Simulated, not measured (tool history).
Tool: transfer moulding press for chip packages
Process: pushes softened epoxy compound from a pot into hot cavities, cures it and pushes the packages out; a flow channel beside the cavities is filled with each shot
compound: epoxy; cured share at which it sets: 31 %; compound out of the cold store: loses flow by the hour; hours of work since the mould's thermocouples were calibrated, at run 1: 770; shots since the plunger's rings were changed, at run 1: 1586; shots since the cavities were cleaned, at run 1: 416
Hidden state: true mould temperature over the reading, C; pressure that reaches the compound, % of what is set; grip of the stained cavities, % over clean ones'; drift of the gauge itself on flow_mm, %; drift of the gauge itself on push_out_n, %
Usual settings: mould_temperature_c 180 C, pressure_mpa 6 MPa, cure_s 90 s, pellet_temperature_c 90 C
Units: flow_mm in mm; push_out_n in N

| run | hour | mould_temperature_c | pressure_mpa | cure_s | pellet_temperature_c | hours of work since the mould's thermocouples were calibrated | shots since the plunger's rings were changed | shots since the cavities were cleaned | incoming compound's hours out of the cold store | flow_mm | push_out_n |
|---|---|---|---|---|---|---|---|---|---|---|---|
| 1 | 0 | 180 | 6 | 90 | 90 | 770 | 1586 | 416 | 19.7 | 887 | 411 |
|  | 42.7 | cavities cleaned with cleaning compound and waxed |
|  | 51.2 | mould's thermocouples calibrated |
| 2 | 64.9 | 174 | 6 | 90 | 90 | 10 | 2515 | 305 | 18.7 | 907 | 530 |
| 3 | 102.2 | 180 | 6 | 91 | 90 | 39 | 3080 | 870 | 20.8 | 872 | 472 |
|  | 110.3 | cavities cleaned with cleaning compound and waxed |
|  | 133.1 | plunger's sealing rings changed |
| 4 | 168.6 | 173 | 6 | 90 | 90 | 86 | 537 | 843 | 31.5 | 863 | 645 |
|  | 177.3 | cavities cleaned with cleaning compound and waxed |
|  | 243.3 | cavities cleaned with cleaning compound and waxed |
| 5 | 255.4 | 180 | 6 | 90 | 90 | 149 | 1805 | 184 | 11.6 | 936 | 372 |
| 6 | 297.5 | 180 | 6 | 90 | 90 | 181 | 2442 | 821 | 16.2 | 908 | 456 |
|  | 308.2 | cavities cleaned with cleaning compound and waxed |
|  | 368.8 | plunger's sealing rings changed |
|  | 377.5 | cavities cleaned with cleaning compound and waxed |
| 7 | 381.4 | 181 | 6.68 | 83 | 82 | 240 | 168 | 59 | 32.4 | 881 | 327 |

Forecast run 8:
| 8 | 425.9 | 180 | 7.16 | 83 | 85 | 274 | 840 | 731 | 11 | ? | ? |

{"run 8": {"flow_mm": 1035, "push_out_n": 499}}
Without the tool's hidden state the same run would have given flow_mm 1047 mm, push_out_n 302 N.

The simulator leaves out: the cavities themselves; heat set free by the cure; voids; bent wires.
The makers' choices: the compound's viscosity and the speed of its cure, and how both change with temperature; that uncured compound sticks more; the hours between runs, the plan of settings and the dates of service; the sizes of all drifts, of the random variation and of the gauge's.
